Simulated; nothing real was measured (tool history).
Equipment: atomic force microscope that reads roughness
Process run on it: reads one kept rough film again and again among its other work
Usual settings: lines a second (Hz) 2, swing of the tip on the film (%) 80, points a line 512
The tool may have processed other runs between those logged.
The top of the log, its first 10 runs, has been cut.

run    hour  lines a second (Hz)  swing of the tip on the film (%)  points a line  pictures with this tip  hours of work since the height scale was calibrated  roughness of the kept film (nm (root mean square))
      640.6  -- new tip fitted
 11   640.6                    2                                80            576                       0                                                  729                                               2.077
      703.4  -- new tip fitted
 12   707.5                    2                                80            576                       6                                                  774                                               2.065
      767.3  -- new tip fitted
 13   788.5                    2                                80            297                      29                                                  828                                               2.031
      826.2  -- new tip fitted
 14   836.1                    2                                75            512                      13                                                  859                                                2.09
      885.2  -- new tip fitted
 15   900.9                    2                                80            512                      21                                                  902                                               2.055
        947  -- new tip fitted
 16   976.5                    2                                80            512                      40                                                  953                                               2.027
       1008  -- new tip fitted
 17  1038.8                    2                                80            385                      41                                                  994                                               2.018
     1067.6  -- new tip fitted
 18  1085.6                 3.46                                59            717                      24                                                 1025                                               2.127
       1128  -- new tip fitted
 19  1152.6                 3.46                                59            717                      33                                                 1070                                               2.128
     1187.6  -- new tip fitted
 20    1218                 0.55                                80            479                      41                                                 1113                                               2.169
     1246.5  -- new tip fitted
 21  1273.2                 0.55                                80            479                      36                                                 1150                                               2.166
     1310.5  -- new tip fitted
 22  1356.2                 1.99                                88            403                      62                                                 1205                                               1.942
     1373.2  -- new tip fitted
       1433  -- new tip fitted
 23    1434                 0.87                                64            462                       1                                                 1257                                                2.22
 24  1477.1                    2                                80            619                      59                                                 1285                                               2.021
     1497.2  -- new tip fitted
 25  1512.6                    2                                60            512                      21                                                 1309                                               2.165
     1558.6  -- new tip fitted
 26  1592.3                 1.03                                60            536                      46                                                 1362                                               2.151
     1619.5  -- new tip fitted
 27  1675.5                 0.85                                64            566                      76                                                 1417                                               2.129
     1682.6  -- new tip fitted
 28    1710                    2                                80            332                      37                                                 1440                                               2.043
     1748.6  -- new tip fitted
 29  1790.9                 3.81                                71            332                      58                                                 1494                                               2.004
     1808.2  -- new tip fitted
 30  1828.3                 3.81                                71            332                      27                                                 1519                                               2.035
       1870  -- new tip fitted
 31  1879.1                 0.53                                76            821                      12                                                 1553                                               2.193
     1929.1  -- new tip fitted
 32  1961.8                 0.53                                75            580                      45                                                 1608                                               2.166
     1991.2  -- new tip fitted
 33  2023.3                 2.34                                90            389                      43                                                 1648                                               1.917
       2056  -- new tip fitted
     2067.8  -- height scale calibrated on a step standard
 34  2097.4                 0.94                                61            389                      54                                                   20                                               2.145

Branching from run 34: 3 alternative next runs. What would each branch give?
     2120.6  -- new tip fitted
  A  2173.9                 0.76                                80            819                      72                                                   71                                                   ?
     2120.6  -- new tip fitted
  B  2173.9                  2.6                                56            605                      72                                                   71                                                   ?
     2120.6  -- new tip fitted
  C  2173.9                 0.95                                80            512                      72                                                   71                                                   ?

run  roughness of the kept film (nm (root mean square))
  A                                               2.093
  B                                               2.096
  C                                               2.075
Take away the tool's hidden state, keep each run's random variation, and the runs would have read:
run  roughness of the kept film (nm (root mean square))
  A                                               2.166
  B                                               2.169
  C                                               2.147
